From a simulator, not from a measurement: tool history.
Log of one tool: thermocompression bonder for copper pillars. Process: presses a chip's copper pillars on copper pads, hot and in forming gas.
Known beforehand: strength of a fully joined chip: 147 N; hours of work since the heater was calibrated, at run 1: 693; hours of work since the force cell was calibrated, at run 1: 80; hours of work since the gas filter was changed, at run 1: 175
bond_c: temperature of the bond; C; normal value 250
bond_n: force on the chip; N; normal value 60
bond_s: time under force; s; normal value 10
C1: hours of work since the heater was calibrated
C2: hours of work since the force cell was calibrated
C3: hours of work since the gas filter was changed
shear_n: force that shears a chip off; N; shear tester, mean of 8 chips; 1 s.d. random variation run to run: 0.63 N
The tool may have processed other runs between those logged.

run 1 hour=0 | bond_c=250 bond_n=60 bond_s=10 | C1=693 C2=80 C3=175 | shear_n=82.9
run 2 hour=83.1 | bond_c=250 bond_n=60 bond_s=10 | C1=752 C2=138 C3=234 | shear_n=81.4
run 3 hour=148.1 | bond_c=250 bond_n=60 bond_s=10 | C1=798 C2=184 C3=280 | shear_n=81.9
run 4 hour=239.5 | bond_c=250 bond_n=60 bond_s=10 | C1=862 C2=248 C3=344 | shear_n=81.5
-- hour=298.6 forming gas filter changed
run 5 hour=327.9 | bond_c=250 bond_n=60 bond_s=10 | C1=924 C2=310 C3=21 | shear_n=86.8
run 6 hour=430.4 | bond_c=250 bond_n=60 bond_s=10 | C1=996 C2=383 C3=93 | shear_n=87.2
run 7 hour=528.9 | bond_c=271 bond_n=60 bond_s=10 | C1=1066 C2=452 C3=162 | shear_n=102.8
run 8 hour=591.7 | bond_c=271 bond_n=60 bond_s=10 | C1=1110 C2=496 C3=207 | shear_n=102.1
run 9 hour=677.4 | bond_c=238 bond_n=77 bond_s=10 | C1=1170 C2=557 C3=267 | shear_n=81.3
-- hour=683.8 heater calibrated with a thermocouple chip
run 10 hour=774 | bond_c=276 bond_n=77 bond_s=10 | C1=64 C2=624 C3=334 | shear_n=112.4
-- hour=845.2 forming gas filter changed
run 11 hour=847.7 | bond_c=276 bond_n=77 bond_s=10 | C1=115 C2=675 C3=2 | shear_n=121.8
run 12 hour=906.5 | bond_c=259 bond_n=81 bond_s=15 | C1=157 C2=717 C3=43 | shear_n=120.7

Each row is a separate what-if for the run after 12, all from the same tool condition, not one after another. Results?
-- hour=971.9 heater calibrated with a thermocouple chip, once more
run A hour=971.9 | bond_c=277 bond_n=81 bond_s=15 | C1=0 C2=761 C3=88 | shear_n=?
-- hour=971.9 heater calibrated with a thermocouple chip, once more
run B hour=971.9 | bond_c=274 bond_n=39 bond_s=28 | C1=0 C2=761 C3=88 | shear_n=?
-- hour=971.9 heater calibrated with a thermocouple chip, once more
run C hour=971.9 | bond_c=246 bond_n=64 bond_s=10 | C1=0 C2=761 C3=88 | shear_n=?

run=A shear_n=121
run=B shear_n=111.9
run=C shear_n=78.5
With no hidden state in the tool, these same runs would have given:
run=A shear_n=122.8
run=B shear_n=113.4
run=C shear_n=79.1
